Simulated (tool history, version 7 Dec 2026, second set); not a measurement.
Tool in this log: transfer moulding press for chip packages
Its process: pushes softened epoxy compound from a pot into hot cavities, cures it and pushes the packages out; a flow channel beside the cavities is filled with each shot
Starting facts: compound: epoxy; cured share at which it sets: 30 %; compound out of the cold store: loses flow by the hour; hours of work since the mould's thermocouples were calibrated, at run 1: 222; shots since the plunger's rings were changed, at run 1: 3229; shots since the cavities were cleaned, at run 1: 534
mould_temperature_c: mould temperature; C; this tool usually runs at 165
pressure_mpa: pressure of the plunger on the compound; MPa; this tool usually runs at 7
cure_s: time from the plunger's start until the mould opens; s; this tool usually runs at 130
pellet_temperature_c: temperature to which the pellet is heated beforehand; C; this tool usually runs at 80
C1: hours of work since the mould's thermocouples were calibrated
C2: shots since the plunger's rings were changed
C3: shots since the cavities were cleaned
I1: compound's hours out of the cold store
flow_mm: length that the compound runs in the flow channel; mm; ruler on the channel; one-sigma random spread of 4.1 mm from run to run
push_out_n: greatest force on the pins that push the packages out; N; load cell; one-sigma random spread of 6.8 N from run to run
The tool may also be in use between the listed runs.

run 1 day=0 | mould_temperature_c=165 pressure_mpa=7 cure_s=130 pellet_temperature_c=80 | C1=222 C2=3229 C3=534 | I1=14.8 | flow_mm=937 push_out_n=273
-- day=0.425 plunger's sealing rings changed
-- day=0.9 cavities cleaned with cleaning compound and waxed
run 2 day=2.283 | mould_temperature_c=165 pressure_mpa=7 cure_s=130 pellet_temperature_c=80 | C1=260 C2=494 C3=380 | I1=42.6 | flow_mm=880 push_out_n=273
-- day=3.596 cavities cleaned with cleaning compound and waxed
run 3 day=4.162 | mould_temperature_c=165 pressure_mpa=7 cure_s=148 pellet_temperature_c=80 | C1=292 C2=993 C3=156 | I1=17.5 | flow_mm=931 push_out_n=268
run 4 day=5.275 | mould_temperature_c=165 pressure_mpa=7 cure_s=148 pellet_temperature_c=80 | C1=312 C2=1298 C3=461 | I1=39.4 | flow_mm=886 push_out_n=277
-- day=6.162 cavities cleaned with cleaning compound and waxed
run 5 day=7.825 | mould_temperature_c=165 pressure_mpa=7 cure_s=148 pellet_temperature_c=80 | C1=357 C2=1981 C3=456 | I1=42.9 | flow_mm=876 push_out_n=263
-- day=8.762 cavities cleaned with cleaning compound and waxed
run 6 day=9.45 | mould_temperature_c=164 pressure_mpa=7 cure_s=130 pellet_temperature_c=80 | C1=385 C2=2411 C3=189 | I1=27.6 | flow_mm=921 push_out_n=279
-- day=11.321 cavities cleaned with cleaning compound and waxed
run 7 day=11.904 | mould_temperature_c=165 pressure_mpa=7 cure_s=130 pellet_temperature_c=80 | C1=428 C2=3067 C3=159 | I1=47.4 | flow_mm=865 push_out_n=286
-- day=13.067 plunger's sealing rings changed
run 8 day=13.692 | mould_temperature_c=168 pressure_mpa=7 cure_s=130 pellet_temperature_c=80 | C1=458 C2=172 C3=622 | I1=15.3 | flow_mm=929 push_out_n=264
-- day=13.971 cavities cleaned with cleaning compound and waxed
run 9 day=16.183 | mould_temperature_c=168 pressure_mpa=7 cure_s=130 pellet_temperature_c=80 | C1=501 C2=839 C3=608 | I1=16.8 | flow_mm=923 push_out_n=275
-- day=16.596 cavities cleaned with cleaning compound and waxed
run 10 day=17.733 | mould_temperature_c=160 pressure_mpa=7.79 cure_s=144 pellet_temperature_c=80 | C1=528 C2=1247 C3=311 | I1=36.5 | flow_mm=966 push_out_n=294
-- day=18.958 mould's thermocouples calibrated
-- day=19.246 cavities cleaned with cleaning compound and waxed
run 11 day=19.408 | mould_temperature_c=160 pressure_mpa=7.79 cure_s=144 pellet_temperature_c=80 | C1=7 C2=1668 C3=45 | I1=23 | flow_mm=995 push_out_n=288
-- day=21.808 cavities cleaned with cleaning compound and waxed
run 12 day=22.004 | mould_temperature_c=160 pressure_mpa=7.79 cure_s=151 pellet_temperature_c=80 | C1=52 C2=2364 C3=54 | I1=26 | flow_mm=986 push_out_n=274
run 13 day=23.925 | mould_temperature_c=160 pressure_mpa=7.79 cure_s=151 pellet_temperature_c=80 | C1=87 C2=2892 C3=582 | I1=23.8 | flow_mm=994 push_out_n=278
-- day=24.508 cavities cleaned with cleaning compound and waxed
-- day=25.65 plunger's sealing rings changed
run 14 day=26.646 | mould_temperature_c=162 pressure_mpa=5.27 cure_s=130 pellet_temperature_c=73 | C1=133 C2=274 C3=558 | I1=39.5 | flow_mm=776 push_out_n=291

Run 15, settings as shown, results not yet in. Your forecast:
-- day=27.242 cavities cleaned with cleaning compound and waxed
run 15 day=28.008 | mould_temperature_c=165 pressure_mpa=7 cure_s=136 pellet_temperature_c=75 | C1=156 C2=631 C3=211 | I1=22.1 | flow_mm=? push_out_n=?

flow_mm: 923 mm
push_out_n: 281 N
Minus the tool's unlogged condition, the same run would have read flow_mm 924 mm, push_out_n 278 N.
